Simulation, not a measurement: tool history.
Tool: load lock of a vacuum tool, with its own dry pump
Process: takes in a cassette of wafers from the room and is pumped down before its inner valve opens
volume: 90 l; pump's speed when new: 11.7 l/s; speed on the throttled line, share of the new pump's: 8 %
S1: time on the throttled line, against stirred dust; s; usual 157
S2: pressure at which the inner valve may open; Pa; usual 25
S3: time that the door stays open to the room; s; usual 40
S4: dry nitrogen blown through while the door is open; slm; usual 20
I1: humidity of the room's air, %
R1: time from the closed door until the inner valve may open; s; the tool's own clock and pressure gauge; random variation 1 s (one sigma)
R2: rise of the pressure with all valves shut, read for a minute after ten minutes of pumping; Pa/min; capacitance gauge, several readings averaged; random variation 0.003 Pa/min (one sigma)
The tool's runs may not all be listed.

run,hour,S1,S2,S3,S4,I1,R1,R2
1,0,157,25,40,20,45.6,215,0.08
2,78,157,25,40,20,47.9,215.7,0.08
3,155,157,25,40,20,46.7,212.7,0.084
4,210.8,157,36,40,20,46.5,212.8,0.088
5,313.2,157,36,40,20,46.1,211.3,0.088
6,370.1,157,36,40,20,45.9,211,0.085
7,467.6,157,36,40,20,44.7,212,0.088
8,575,157,25,49,20,46.2,215.4,0.094
9,659.1,157,25,49,20,46.2,214.3,0.094
10,748.2,157,25,49,20,45.7,215.5,0.091
11,864.6,157,25,49,20,46,213.3,0.106
12,954.7,185,25,40,20,43.8,241.8,0.097

Some steps in R1 between neighbouring runs. How much of each would the tool show without its hidden state too (settings, what came in, random variation), and how much is left for the hidden state, with any gauge scatter that isn't in both results?
The hidden state here: pump's speed, % of a new pump's; leak at the door's seal, Pa l/s; drift of the gauge itself on ready_s, %; drift of the gauge itself on rise_pa_min, %.
Run 7 -> 8: S2 36 -> 25, S3 40 -> 49. R1 +3.4 s: hidden state +0.5, all else +2.9.
Run 11 -> 12: S1 157 -> 185, S3 49 -> 40. R1 +28.5 s: hidden state -0.1, all else +28.6.
